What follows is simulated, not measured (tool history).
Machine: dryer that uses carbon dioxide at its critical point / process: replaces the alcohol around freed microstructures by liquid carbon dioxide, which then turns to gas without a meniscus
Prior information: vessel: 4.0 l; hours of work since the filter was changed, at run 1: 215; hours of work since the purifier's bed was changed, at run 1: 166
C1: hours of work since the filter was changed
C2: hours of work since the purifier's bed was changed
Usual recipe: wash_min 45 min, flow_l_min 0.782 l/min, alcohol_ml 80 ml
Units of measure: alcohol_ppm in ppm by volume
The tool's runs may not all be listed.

run 1 hour=0.0 | wash_min=45 flow_l_min=0.782 alcohol_ml=80 | C1=215 C2=166 | alcohol_ppm=19
run 2 hour=10.9 | wash_min=45 flow_l_min=0.782 alcohol_ml=61 | C1=219 C2=169 | alcohol_ppm=22
run 3 hour=21.0 | wash_min=45 flow_l_min=0.782 alcohol_ml=53 | C1=223 C2=173 | alcohol_ppm=28
run 4 hour=29.2 | wash_min=53 flow_l_min=0.782 alcohol_ml=80 | C1=225 C2=176 | alcohol_ppm=20
run 5 hour=38.3 | wash_min=45 flow_l_min=0.782 alcohol_ml=80 | C1=228 C2=179 | alcohol_ppm=18
run 6 hour=46.5 | wash_min=45 flow_l_min=0.782 alcohol_ml=80 | C1=231 C2=181 | alcohol_ppm=35
run 7 hour=53.8 | wash_min=29 flow_l_min=0.782 alcohol_ml=88 | C1=234 C2=184 | alcohol_ppm=118
run 8 hour=65.2 | wash_min=63 flow_l_min=1.267 alcohol_ml=39 | C1=238 C2=188 | alcohol_ppm=29
run 9 hour=77.1 | wash_min=67 flow_l_min=1.267 alcohol_ml=39 | C1=242 C2=192 | alcohol_ppm=11
run 10 hour=88.5 | wash_min=38 flow_l_min=0.782 alcohol_ml=80 | C1=246 C2=196 | alcohol_ppm=35
run 11 hour=98.8 | wash_min=38 flow_l_min=0.782 alcohol_ml=80 | C1=249 C2=199 | alcohol_ppm=44
run 12 hour=109.5 | wash_min=38 flow_l_min=1.313 alcohol_ml=102 | C1=253 C2=203 | alcohol_ppm=21

Selected run-to-run steps in alcohol_ppm, each split into two signed amounts: the part the tool would show with no hidden state at all (from settings, incoming material and random variation), and the remainder, which goes to the hidden state together with any gauge scatter not common to the measured and the hidden-state-free results:
The hidden state here: flow that reaches the vessel past the clogged filter, %; alcohol in the recycled carbon dioxide, ppm; drift of the gauge itself on alcohol_ppm, %.
Run 6 -> 7: wash_min 45 -> 29, alcohol_ml 80 -> 88. alcohol_ppm +83 ppm by volume: hidden state +16, all else +67.
Run 7 -> 8: wash_min 29 -> 63, flow_l_min 0.782 -> 1.267, alcohol_ml 88 -> 39. alcohol_ppm -89 ppm by volume: hidden state -16, all else -73.

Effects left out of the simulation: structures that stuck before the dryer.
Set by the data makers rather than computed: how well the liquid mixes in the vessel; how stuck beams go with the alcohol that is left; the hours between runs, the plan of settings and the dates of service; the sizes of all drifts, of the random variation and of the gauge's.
